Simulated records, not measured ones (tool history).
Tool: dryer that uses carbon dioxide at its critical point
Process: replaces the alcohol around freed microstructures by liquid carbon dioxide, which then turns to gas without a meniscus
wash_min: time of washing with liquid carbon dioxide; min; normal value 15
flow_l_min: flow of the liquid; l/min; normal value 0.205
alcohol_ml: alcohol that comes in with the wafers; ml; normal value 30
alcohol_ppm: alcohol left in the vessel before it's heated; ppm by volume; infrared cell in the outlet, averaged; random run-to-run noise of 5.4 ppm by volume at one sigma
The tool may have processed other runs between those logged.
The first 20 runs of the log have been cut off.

| run | hour | wash_min | flow_l_min | alcohol_ml | hours of work since the filter was changed | hours of work since the purifier's bed was changed | alcohol_ppm |
|---|---|---|---|---|---|---|---|
| 21 | 983.1 | 15 | 0.205 | 30 | 169 | 1324 | 486 |
| 22 | 1036.9 | 15 | 0.205 | 30 | 190 | 1345 | 487 |
|  | 1093.3 | purifier's bed changed |
| 23 | 1105.8 | 15 | 0.205 | 30 | 215 | 5 | 238 |
| 24 | 1166.6 | 15 | 0.253 | 33 | 238 | 28 | 78 |
| 25 | 1206.5 | 20 | 0.248 | 105 | 254 | 44 | 48 |
| 26 | 1276.1 | 20 | 0.248 | 105 | 280 | 70 | 57 |
| 27 | 1320.5 | 18 | 0.335 | 50 | 297 | 87 | 15 |
|  | 1331.1 | inlet filter changed |
| 28 | 1381.4 | 15 | 0.264 | 48 | 19 | 110 | 72 |
| 29 | 1436.8 | 16 | 0.191 | 74 | 41 | 132 | 432 |
| 30 | 1493.8 | 17 | 0.156 | 30 | 63 | 154 | 415 |

The next listed run, before its measurement:
| 31 | 1551.2 | 17 | 0.156 | 30 | 85 | 176 | ? |

Run 31 gave alcohol_ppm 430 ppm by volume.
The same run, on a tool lacking any hidden state, would have yielded alcohol_ppm 331 ppm by volume.

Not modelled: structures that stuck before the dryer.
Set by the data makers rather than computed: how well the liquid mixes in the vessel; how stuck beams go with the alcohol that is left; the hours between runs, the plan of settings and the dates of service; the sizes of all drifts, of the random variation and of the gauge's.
